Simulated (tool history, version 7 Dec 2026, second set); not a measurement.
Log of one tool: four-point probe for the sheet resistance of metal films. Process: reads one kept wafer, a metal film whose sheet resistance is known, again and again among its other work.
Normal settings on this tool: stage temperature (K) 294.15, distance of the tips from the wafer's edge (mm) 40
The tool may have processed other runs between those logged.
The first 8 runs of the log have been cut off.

run     day  stage temperature (K)  distance of the tips from the wafer's edge (mm)  sheet resistance as the instrument gives it (ohm/square)
  9   3.617                 307.15                                               40                                                  0.932029
 10   4.096                 294.15                                               29                                                  0.934352
 11   4.725                 294.15                                               29                                                  0.934318
 12   5.400                 294.15                                               29                                                  0.934171
 13   5.942                 294.15                                               29                                                  0.934416
 14   6.404                 294.15                                               29                                                  0.934239
 15   7.108                 294.15                                               40                                                  0.934159
 16   7.496                 294.15                                               40                                                  0.934113
 17   7.833                 304.15                                               17                                                  0.932933
 18   8.308                 292.15                                                8                                                  0.937777
 19   8.650                 300.15                                               14                                                  0.933740
 20   9.325                 300.15                                               14                                                  0.934069
 21   9.979                 301.15                                               10                                                  0.934833
 22  10.658                 301.15                                               10                                                  0.934934
 23  11.133                 301.15                                               10                                                  0.934824
 24  11.475                 295.15                                                9                                                  0.936436
 25  12.175                 307.15                                               36                                                  0.931995
 26  12.612                 294.15                                               10                                                  0.936241
 27  13.100                 294.15                                               10                                                  0.936497
 28  13.646                 307.15                                               62                                                  0.931634
 29  13.958                 306.15                                                6                                                  0.937253
 30  14.404                 307.15                                               30                                                  0.931791

Consider 3 possible next runs. They are alternatives, not a sequence: every one starts from the tool as it was left by run 30. What does each give?
  A  14.712                 294.15                                                7                                                         ?
  B  14.712                 294.15                                                7                                                         ?
  C  14.712                 294.15                                               30                                                         ?

run  sheet resistance as the instrument gives it (ohm/square)
  A                                                  0.938545
  B                                                  0.938322
  C                                                  0.933985
Without the tool's unlogged condition, the same runs would have read:
run  sheet resistance as the instrument gives it (ohm/square)
  A                                                  0.938516
  B                                                  0.938293
  C                                                  0.933956
